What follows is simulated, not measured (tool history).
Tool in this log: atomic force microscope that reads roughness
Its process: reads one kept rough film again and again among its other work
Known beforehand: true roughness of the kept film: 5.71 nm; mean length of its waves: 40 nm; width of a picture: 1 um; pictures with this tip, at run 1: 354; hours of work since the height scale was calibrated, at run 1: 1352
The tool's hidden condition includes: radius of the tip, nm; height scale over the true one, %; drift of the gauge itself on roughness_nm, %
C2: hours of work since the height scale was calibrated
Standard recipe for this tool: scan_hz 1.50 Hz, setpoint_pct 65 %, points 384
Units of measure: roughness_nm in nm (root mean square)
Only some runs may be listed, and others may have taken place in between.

run 1 hour=0.0 | scan_hz=1.50 setpoint_pct=65 points=384 | pictures_with_this_tip=354 C2=1352 | roughness_nm=4.913
-- hour=7.4 new tip fitted
run 2 hour=44.6 | scan_hz=1.50 setpoint_pct=84 points=384 | pictures_with_this_tip=85 C2=1384 | roughness_nm=4.994
run 3 hour=71.2 | scan_hz=1.50 setpoint_pct=84 points=889 | pictures_with_this_tip=145 C2=1404 | roughness_nm=4.943
run 4 hour=96.0 | scan_hz=1.50 setpoint_pct=65 points=384 | pictures_with_this_tip=201 C2=1423 | roughness_nm=5.043
run 5 hour=139.9 | scan_hz=1.50 setpoint_pct=65 points=384 | pictures_with_this_tip=301 C2=1455 | roughness_nm=4.980
-- hour=168.5 new tip fitted
run 6 hour=191.7 | scan_hz=1.50 setpoint_pct=65 points=384 | pictures_with_this_tip=53 C2=1493 | roughness_nm=5.183
run 7 hour=233.9 | scan_hz=0.79 setpoint_pct=65 points=384 | pictures_with_this_tip=149 C2=1525 | roughness_nm=5.180
run 8 hour=267.1 | scan_hz=1.50 setpoint_pct=65 points=384 | pictures_with_this_tip=224 C2=1549 | roughness_nm=5.027
run 9 hour=318.8 | scan_hz=1.50 setpoint_pct=65 points=384 | pictures_with_this_tip=341 C2=1588 | roughness_nm=4.924
-- hour=328.2 new tip fitted
run 10 hour=364.3 | scan_hz=1.50 setpoint_pct=65 points=384 | pictures_with_this_tip=83 C2=1621 | roughness_nm=5.173
run 11 hour=416.8 | scan_hz=1.50 setpoint_pct=74 points=384 | pictures_with_this_tip=202 C2=1660 | roughness_nm=5.003
run 12 hour=442.2 | scan_hz=1.72 setpoint_pct=65 points=384 | pictures_with_this_tip=259 C2=1679 | roughness_nm=5.013
run 13 hour=472.2 | scan_hz=1.72 setpoint_pct=65 points=384 | pictures_with_this_tip=328 C2=1701 | roughness_nm=4.975
-- hour=488.0 new tip fitted
run 14 hour=527.0 | scan_hz=1.72 setpoint_pct=65 points=384 | pictures_with_this_tip=89 C2=1741 | roughness_nm=5.170
run 15 hour=580.1 | scan_hz=1.72 setpoint_pct=65 points=384 | pictures_with_this_tip=209 C2=1781 | roughness_nm=5.052
run 16 hour=614.2 | scan_hz=3.74 setpoint_pct=65 points=384 | pictures_with_this_tip=287 C2=1806 | roughness_nm=4.888
run 17 hour=642.1 | scan_hz=1.50 setpoint_pct=70 points=384 | pictures_with_this_tip=350 C2=1827 | roughness_nm=4.925
-- hour=647.3 new tip fitted
run 18 hour=699.3 | scan_hz=1.50 setpoint_pct=70 points=384 | pictures_with_this_tip=118 C2=1869 | roughness_nm=5.132
run 19 hour=743.3 | scan_hz=0.71 setpoint_pct=65 points=384 | pictures_with_this_tip=218 C2=1902 | roughness_nm=5.117
run 20 hour=775.4 | scan_hz=0.71 setpoint_pct=65 points=384 | pictures_with_this_tip=291 C2=1925 | roughness_nm=5.106
run 21 hour=805.3 | scan_hz=0.71 setpoint_pct=65 points=383 | pictures_with_this_tip=359 C2=1948 | roughness_nm=5.011

Predict the results of run 22:
-- hour=809.0 new tip fitted
run 22 hour=853.4 | scan_hz=0.71 setpoint_pct=65 points=383 | pictures_with_this_tip=101 C2=1983 | roughness_nm=?

{"run 22": {"roughness_nm": 5.207}}
Minus the tool's unlogged condition, the same run would have read roughness_nm 5.235 nm (root mean square).
